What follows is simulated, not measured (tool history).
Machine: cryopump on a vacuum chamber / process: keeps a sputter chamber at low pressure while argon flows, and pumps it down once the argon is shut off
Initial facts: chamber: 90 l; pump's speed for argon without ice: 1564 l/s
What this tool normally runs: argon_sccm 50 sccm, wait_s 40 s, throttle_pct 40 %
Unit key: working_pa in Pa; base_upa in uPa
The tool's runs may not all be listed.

run	hour	argon_sccm	wait_s	throttle_pct	working_pa	base_upa
1	0.0	50	40	40	0.1355	2.35
2	23.1	50	40	40	0.1374	2.38
3	44.2	50	40	37	0.1481	2.37
4	75.3	50	40	37	0.1485	2.34
5	103.0	50	40	37	0.1486	2.42
6	139.6	50	270	40	0.1385	2.01
7	161.1	50	270	40	0.1380	2.05
8	180.6	50	270	40	0.1382	2.03
9	208.4	50	270	40	0.1392	2.05
10	239.0	50	270	40	0.1386	2.05
11	267.9	50	270	40	0.1384	2.10
12	284.7	50	270	40	0.1395	2.06
13	311.5	50	124	40	0.1391	2.24
14	344.1	24	40	40	0.0671	2.57
15	362.3	24	40	40	0.0664	2.55
16	393.7	52	34	50	0.1166	2.72
17	429.8	69	44	50	0.1554	2.52
18	455.4	69	183	50	0.1560	2.28
19	476.6	69	183	50	0.1558	2.26
20	505.2	69	183	50	0.1555	2.31
21	532.5	41	40	40	0.1157	2.72
22	547.9	33	70	40	0.0925	2.44
23	571.3	50	59	17	0.3234	2.57
24	586.6	58	40	40	0.1639	2.85
25	615.2	24	237	24	0.1117	2.42
26	635.1	41	20	15	0.3014	3.33
27	654.9	36	155	22	0.1809	2.53
28	677.5	36	155	22	0.1813	2.46
29	707.4	79	40	15	0.5804	2.91

Here are 3 independent what-if runs from the current tool condition. What would each one return?
A	739.1	58	40	15	?	?
B	739.1	51	179	52	?	?
C	739.1	50	259	20	?	?

run	working_pa	base_upa
A	0.4258	2.90
B	0.1136	2.52
C	0.2779	2.40
Without the tool's unlogged condition, the same runs would have read:
run	working_pa	base_upa
A	0.4175	0.71
B	0.1062	0.31
C	0.2707	0.23

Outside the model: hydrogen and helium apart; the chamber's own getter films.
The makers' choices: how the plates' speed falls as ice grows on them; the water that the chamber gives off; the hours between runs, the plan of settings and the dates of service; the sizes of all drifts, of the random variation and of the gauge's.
